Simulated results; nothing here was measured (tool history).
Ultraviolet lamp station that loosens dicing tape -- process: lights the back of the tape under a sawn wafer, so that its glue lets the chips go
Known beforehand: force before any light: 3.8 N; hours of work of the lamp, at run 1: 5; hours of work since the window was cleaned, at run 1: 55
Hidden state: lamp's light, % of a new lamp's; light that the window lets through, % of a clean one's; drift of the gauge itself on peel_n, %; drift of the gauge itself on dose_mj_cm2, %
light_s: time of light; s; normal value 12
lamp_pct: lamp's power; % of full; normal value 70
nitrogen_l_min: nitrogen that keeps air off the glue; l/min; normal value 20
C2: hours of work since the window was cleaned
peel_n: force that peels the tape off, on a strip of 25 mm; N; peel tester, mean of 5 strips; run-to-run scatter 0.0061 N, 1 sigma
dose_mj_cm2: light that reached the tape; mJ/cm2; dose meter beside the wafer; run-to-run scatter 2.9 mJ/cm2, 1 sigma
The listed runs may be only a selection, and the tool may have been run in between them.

{"run": 1, "day": 0.0, "light_s": 12, "lamp_pct": 70, "nitrogen_l_min": 20, "hours of work of the lamp": 5, "C2": 55, "peel_n": 0.174, "dose_mj_cm2": 424}
{"run": 2, "day": 0.483, "light_s": 12, "lamp_pct": 70, "nitrogen_l_min": 20, "hours of work of the lamp": 10, "C2": 59, "peel_n": 0.171, "dose_mj_cm2": 424}
{"run": 3, "day": 0.888, "light_s": 12, "lamp_pct": 70, "nitrogen_l_min": 20, "hours of work of the lamp": 14, "C2": 63, "peel_n": 0.171, "dose_mj_cm2": 419}
{"run": 4, "day": 1.321, "light_s": 12, "lamp_pct": 70, "nitrogen_l_min": 35, "hours of work of the lamp": 18, "C2": 68, "peel_n": 0.143, "dose_mj_cm2": 417}
{"run": 5, "day": 1.554, "light_s": 12, "lamp_pct": 70, "nitrogen_l_min": 35, "hours of work of the lamp": 20, "C2": 70, "peel_n": 0.153, "dose_mj_cm2": 417}
{"run": 6, "day": 1.908, "light_s": 12, "lamp_pct": 70, "nitrogen_l_min": 35, "hours of work of the lamp": 24, "C2": 74, "peel_n": 0.14, "dose_mj_cm2": 418}
{"run": 7, "day": 2.362, "light_s": 12, "lamp_pct": 88, "nitrogen_l_min": 35, "hours of work of the lamp": 28, "C2": 78, "peel_n": 0.106, "dose_mj_cm2": 534}
{"run": 8, "day": 2.612, "light_s": 12, "lamp_pct": 88, "nitrogen_l_min": 35, "hours of work of the lamp": 31, "C2": 81, "peel_n": 0.11, "dose_mj_cm2": 530}
{"run": 9, "day": 2.917, "light_s": 12, "lamp_pct": 100, "nitrogen_l_min": 20, "hours of work of the lamp": 34, "C2": 84, "peel_n": 0.108, "dose_mj_cm2": 603}
{"run": 10, "day": 3.3, "light_s": 12, "lamp_pct": 100, "nitrogen_l_min": 20, "hours of work of the lamp": 38, "C2": 87, "peel_n": 0.099, "dose_mj_cm2": 592}
{"run": 11, "day": 3.683, "light_s": 12, "lamp_pct": 62, "nitrogen_l_min": 20, "hours of work of the lamp": 41, "C2": 91, "peel_n": 0.208, "dose_mj_cm2": 371}
{"run": 12, "day": 3.912, "light_s": 12, "lamp_pct": 62, "nitrogen_l_min": 20, "hours of work of the lamp": 44, "C2": 94, "peel_n": 0.22, "dose_mj_cm2": 373}
{"run": 13, "day": 4.4, "light_s": 12, "lamp_pct": 62, "nitrogen_l_min": 20, "hours of work of the lamp": 49, "C2": 98, "peel_n": 0.229, "dose_mj_cm2": 370}
{"run": 14, "day": 4.725, "light_s": 12, "lamp_pct": 62, "nitrogen_l_min": 20, "hours of work of the lamp": 52, "C2": 102, "peel_n": 0.228, "dose_mj_cm2": 375}
{"run": 15, "day": 5.154, "light_s": 12, "lamp_pct": 62, "nitrogen_l_min": 20, "hours of work of the lamp": 56, "C2": 106, "peel_n": 0.215, "dose_mj_cm2": 377}
{"run": 16, "day": 5.525, "light_s": 12, "lamp_pct": 70, "nitrogen_l_min": 20, "hours of work of the lamp": 60, "C2": 110, "peel_n": 0.165, "dose_mj_cm2": 422}
{"run": 17, "day": 5.771, "light_s": 12, "lamp_pct": 99, "nitrogen_l_min": 20, "hours of work of the lamp": 62, "C2": 112, "peel_n": 0.107, "dose_mj_cm2": 598}
{"run": 18, "day": 6.308, "light_s": 12, "lamp_pct": 99, "nitrogen_l_min": 20, "hours of work of the lamp": 68, "C2": 117, "peel_n": 0.097, "dose_mj_cm2": 597}
{"run": 19, "day": 6.825, "light_s": 12, "lamp_pct": 99, "nitrogen_l_min": 20, "hours of work of the lamp": 73, "C2": 123, "peel_n": 0.098, "dose_mj_cm2": 595}
{"run": 20, "day": 7.171, "light_s": 12, "lamp_pct": 70, "nitrogen_l_min": 20, "hours of work of the lamp": 76, "C2": 126, "peel_n": 0.174, "dose_mj_cm2": 421}
{"run": 21, "day": 7.6, "light_s": 10, "lamp_pct": 65, "nitrogen_l_min": 19, "hours of work of the lamp": 80, "C2": 130, "peel_n": 0.289, "dose_mj_cm2": 326}
{"run": 22, "day": 7.954, "light_s": 10, "lamp_pct": 65, "nitrogen_l_min": 19, "hours of work of the lamp": 84, "C2": 134, "peel_n": 0.311, "dose_mj_cm2": 326}
{"run": 23, "day": 8.475, "light_s": 21, "lamp_pct": 75, "nitrogen_l_min": 19, "hours of work of the lamp": 89, "C2": 139, "peel_n": 0.077, "dose_mj_cm2": 795}
{"run": 24, "day": 8.888, "light_s": 7, "lamp_pct": 70, "nitrogen_l_min": 20, "hours of work of the lamp": 93, "C2": 143, "peel_n": 0.501, "dose_mj_cm2": 244}
{"run": 25, "day": 9.167, "light_s": 8, "lamp_pct": 66, "nitrogen_l_min": 20, "hours of work of the lamp": 96, "C2": 146, "peel_n": 0.442, "dose_mj_cm2": 263}
{"run": 26, "day": 9.388, "light_s": 9, "lamp_pct": 61, "nitrogen_l_min": 20, "hours of work of the lamp": 98, "C2": 148, "peel_n": 0.407, "dose_mj_cm2": 274}
{"run": 27, "day": 9.767, "light_s": 21, "lamp_pct": 69, "nitrogen_l_min": 17, "hours of work of the lamp": 102, "C2": 152, "peel_n": 0.082, "dose_mj_cm2": 733}
{"run": 28, "day": 10.004, "light_s": 21, "lamp_pct": 68, "nitrogen_l_min": 33, "hours of work of the lamp": 104, "C2": 154, "peel_n": 0.079, "dose_mj_cm2": 718}
{"run": 29, "day": 10.262, "light_s": 12, "lamp_pct": 65, "nitrogen_l_min": 7, "hours of work of the lamp": 107, "C2": 157, "peel_n": 0.318, "dose_mj_cm2": 391}
{"run": 30, "day": 10.612, "light_s": 8, "lamp_pct": 81, "nitrogen_l_min": 7, "hours of work of the lamp": 110, "C2": 160, "peel_n": 0.468, "dose_mj_cm2": 324}
{"run": 31, "day": 11.054, "light_s": 8, "lamp_pct": 81, "nitrogen_l_min": 7, "hours of work of the lamp": 115, "C2": 165, "peel_n": 0.452, "dose_mj_cm2": 324}
{"run": 32, "day": 11.512, "light_s": 8, "lamp_pct": 81, "nitrogen_l_min": 7, "hours of work of the lamp": 119, "C2": 169, "peel_n": 0.445, "dose_mj_cm2": 329}
{"run": 33, "day": 11.833, "light_s": 7, "lamp_pct": 70, "nitrogen_l_min": 20, "hours of work of the lamp": 123, "C2": 172, "peel_n": 0.501, "dose_mj_cm2": 244}
{"run": 34, "day": 12.183, "light_s": 7, "lamp_pct": 70, "nitrogen_l_min": 20, "hours of work of the lamp": 126, "C2": 176, "peel_n": 0.493, "dose_mj_cm2": 245}
{"run": 35, "day": 12.604, "light_s": 6, "lamp_pct": 70, "nitrogen_l_min": 20, "hours of work of the lamp": 130, "C2": 180, "peel_n": 0.648, "dose_mj_cm2": 213}
{"run": 36, "day": 12.971, "light_s": 6, "lamp_pct": 70, "nitrogen_l_min": 20, "hours of work of the lamp": 134, "C2": 184, "peel_n": 0.654, "dose_mj_cm2": 212}
{"run": 37, "day": 13.429, "light_s": 6, "lamp_pct": 70, "nitrogen_l_min": 20, "hours of work of the lamp": 138, "C2": 188, "peel_n": 0.664, "dose_mj_cm2": 211}
{"run": 38, "day": 13.962, "light_s": 6, "lamp_pct": 70, "nitrogen_l_min": 20, "hours of work of the lamp": 144, "C2": 194, "peel_n": 0.657, "dose_mj_cm2": 211}
{"run": 39, "day": 14.35, "light_s": 12, "lamp_pct": 84, "nitrogen_l_min": 9, "hours of work of the lamp": 148, "C2": 197, "peel_n": 0.166, "dose_mj_cm2": 500}
{"run": 40, "day": 14.712, "light_s": 12, "lamp_pct": 87, "nitrogen_l_min": 7, "hours of work of the lamp": 151, "C2": 201, "peel_n": 0.171, "dose_mj_cm2": 531}

What if the next run were any one of these 5? Each begins from the tool's condition after run 40:
{"run": "A", "day": 15.246, "light_s": 15, "lamp_pct": 87, "nitrogen_l_min": 12, "hours of work of the lamp": 156, "C2": 206, "peel_n": "?", "dose_mj_cm2": "?"}
{"run": "B", "day": 15.246, "light_s": 7, "lamp_pct": 70, "nitrogen_l_min": 14, "hours of work of the lamp": 156, "C2": 206, "peel_n": "?", "dose_mj_cm2": "?"}
{"run": "C", "day": 15.246, "light_s": 15, "lamp_pct": 61, "nitrogen_l_min": 14, "hours of work of the lamp": 156, "C2": 206, "peel_n": "?", "dose_mj_cm2": "?"}
{"run": "D", "day": 15.246, "light_s": 14, "lamp_pct": 78, "nitrogen_l_min": 21, "hours of work of the lamp": 156, "C2": 206, "peel_n": "?", "dose_mj_cm2": "?"}
{"run": "E", "day": 15.246, "light_s": 12, "lamp_pct": 84, "nitrogen_l_min": 37, "hours of work of the lamp": 156, "C2": 206, "peel_n": "?", "dose_mj_cm2": "?"}

run=A peel_n=0.103 dose_mj_cm2=653
run=B peel_n=0.553 dose_mj_cm2=244
run=C peel_n=0.163 dose_mj_cm2=463
run=D peel_n=0.104 dose_mj_cm2=549
run=E peel_n=0.108 dose_mj_cm2=506
With no hidden state in the tool, these same runs would have given:
run=A peel_n=0.103 dose_mj_cm2=654
run=B peel_n=0.552 dose_mj_cm2=244
run=C peel_n=0.163 dose_mj_cm2=463
run=D peel_n=0.104 dose_mj_cm2=549
run=E peel_n=0.108 dose_mj_cm2=506

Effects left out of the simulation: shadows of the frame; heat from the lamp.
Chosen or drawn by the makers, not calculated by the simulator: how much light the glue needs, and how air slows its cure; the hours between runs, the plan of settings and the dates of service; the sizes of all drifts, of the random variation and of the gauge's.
